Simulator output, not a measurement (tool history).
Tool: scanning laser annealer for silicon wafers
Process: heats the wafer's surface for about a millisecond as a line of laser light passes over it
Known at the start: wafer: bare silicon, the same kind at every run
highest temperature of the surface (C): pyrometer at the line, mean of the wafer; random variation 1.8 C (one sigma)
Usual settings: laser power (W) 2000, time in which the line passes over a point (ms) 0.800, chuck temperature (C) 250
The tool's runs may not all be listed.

run,hour,laser power (W),time in which the line passes over a point (ms),chuck temperature (C),highest temperature of the surface (C)
1,0.0,2000,0.800,250,961
2,31.7,2000,0.642,250,877
3,52.5,2183,0.800,250,1028
4,102.1,2183,0.800,250,1026
5,142.3,2000,0.953,250,1027
6,183.3,2000,0.800,250,956
7,216.3,2195,0.800,250,1027
8,250.4,2195,0.800,250,1025
9,284.2,2195,0.800,250,1024
10,308.9,2195,0.800,250,1027
11,344.2,2195,0.800,250,1024
12,382.9,2195,0.800,250,1021
13,431.4,2195,0.800,250,1022
14,469.6,2195,0.800,250,1024
15,512.5,2195,0.800,250,1019
16,533.5,2000,0.800,286,984
17,575.6,1892,0.696,241,848
18,608.3,1892,0.696,241,845
19,640.4,1807,0.833,219,856
20,666.0,2045,0.698,250,908
21,686.7,2045,0.698,250,909
22,708.5,1819,0.996,284,994
23,739.7,1819,0.996,284,993
24,760.4,1719,0.701,243,797
# hour 809.5: optics aligned, line set to its width
25,810.9,1719,0.701,243,805
26,858.3,1964,0.682,224,856
27,888.7,1944,0.879,280,998
28,920.0,1944,0.879,280,999
29,962.1,1805,0.879,260,926
30,998.7,1805,0.879,260,925
31,1034.5,1805,0.879,260,922

Forecast each of these 3 alternatives for the next run:
A,1070.5,1999,0.637,250,?
B,1070.5,1805,0.633,257,?
C,1070.5,1701,0.879,260,?

run,highest temperature of the surface (C)
A,866
B,807
C,883
Without the tool's hidden state the same runs would have given:
run,highest temperature of the surface (C)
A,896
B,834
C,914
